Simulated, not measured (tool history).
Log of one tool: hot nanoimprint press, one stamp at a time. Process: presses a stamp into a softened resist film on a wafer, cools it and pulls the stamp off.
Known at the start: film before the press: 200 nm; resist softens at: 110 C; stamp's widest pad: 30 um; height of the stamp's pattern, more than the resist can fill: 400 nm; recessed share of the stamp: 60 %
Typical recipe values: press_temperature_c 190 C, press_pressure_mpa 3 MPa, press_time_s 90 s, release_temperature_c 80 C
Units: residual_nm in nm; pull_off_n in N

run,hour,press_temperature_c,press_pressure_mpa,press_time_s,release_temperature_c,residual_nm,pull_off_n
1,0,190,3,90,80,100.7,264
2,16.6,190,3,90,80,101.4,282
3,29.9,190,3,90,68,101.3,329
4,40.8,190,2.25,90,68,113.3,336
5,52.7,190,2.25,90,68,113.4,341
6,60.5,190,2.25,90,68,113.2,337
7,74.5,190,2.25,107,68,107.2,340
8,81.8,190,2.25,107,68,107.4,336
9,89.8,183,3,90,80,119.2,281
10,98.3,183,3,90,80,118.7,291
11,106.8,183,3,90,80,119.3,299
12,119.8,183,3,90,80,119.2,287
13,135.7,183,3,90,80,119.3,293
14,150.2,188,3,90,80,106.5,286
15,164.4,190,3,90,80,101.7,299
16,173.6,190,3,90,80,101.6,306
# hour 182: stamp cleaned and given a new release coat
17,193.2,190,3,90,80,101.6,219
18,205,190,3,90,80,102.6,220
19,217,198,2.7,154,80,71.6,212
20,232.9,190,3,90,77,101.9,232
21,249.5,190,1.85,90,81,122.3,215
22,258.1,190,1.85,90,81,122.2,216
23,265.8,198,1.85,90,68,103.9,263
24,277.9,191,4.61,115,67,75.5,276
25,291.5,191,4.61,115,67,75.7,277
26,304.7,191,4.61,115,67,75.4,284
27,319.7,183,4.54,84,76,105.4,242
28,334.3,190,3,90,65,102.7,281
29,346.1,190,3.42,90,69,97.5,272

Alternative continuations, all from the tool just after run 29; predict every row:
A,353.7,196,2.01,90,78,?,?
B,353.7,196,2.64,90,69,?,?
C,353.7,190,3,55,67,?,?
D,353.7,178,3.42,119,69,?,?

run,residual_nm,pull_off_n
A,105.6,242
B,94.5,282
C,120.9,284
D,118.6,277
Take away the tool's hidden state, keep each run's random variation, and the runs would have read:
run,residual_nm,pull_off_n
A,102.8,215
B,91.7,251
C,117.6,252
D,114.6,247
